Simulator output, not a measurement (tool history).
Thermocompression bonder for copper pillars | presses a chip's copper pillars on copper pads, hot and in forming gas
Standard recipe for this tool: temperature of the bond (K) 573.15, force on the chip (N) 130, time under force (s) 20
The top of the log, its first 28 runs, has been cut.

run,hour,temperature of the bond (K),force on the chip (N),time under force (s),force that shears a chip off (N)
29,1515.3,584.15,170,20,70.9
30,1573.7,565.15,130,25,60.5
31,1641.4,565.15,130,25,58.3
32,1671.9,565.15,130,25,57.8
33,1741.3,597.15,161,20,74.2
# hour 1778.0: heater calibrated with a thermocouple chip
34,1797.9,590.15,130,12,61.5
# hour 1855.0: forming gas filter changed
35,1863.6,590.15,130,12,64.9
36,1895.6,546.15,104,34,56.8
37,1967.7,590.15,152,42,83.5
38,2005.9,575.15,98,20,60.1
39,2048.9,573.15,130,13,57.5
40,2090.9,570.15,112,21,60.2

Below are 3 alternative next runs, each starting from the tool's condition after run 40. Predict each:
A,2163.3,570.15,153,21,?
B,2163.3,570.15,112,31,?
C,2163.3,560.15,103,39,?

run,force that shears a chip off (N)
A,68.2
B,66.6
C,64.5
Stripped of hidden state, with their random variation kept, the same runs would have yielded:
run,force that shears a chip off (N)
A,70.0
B,68.4
C,66.1
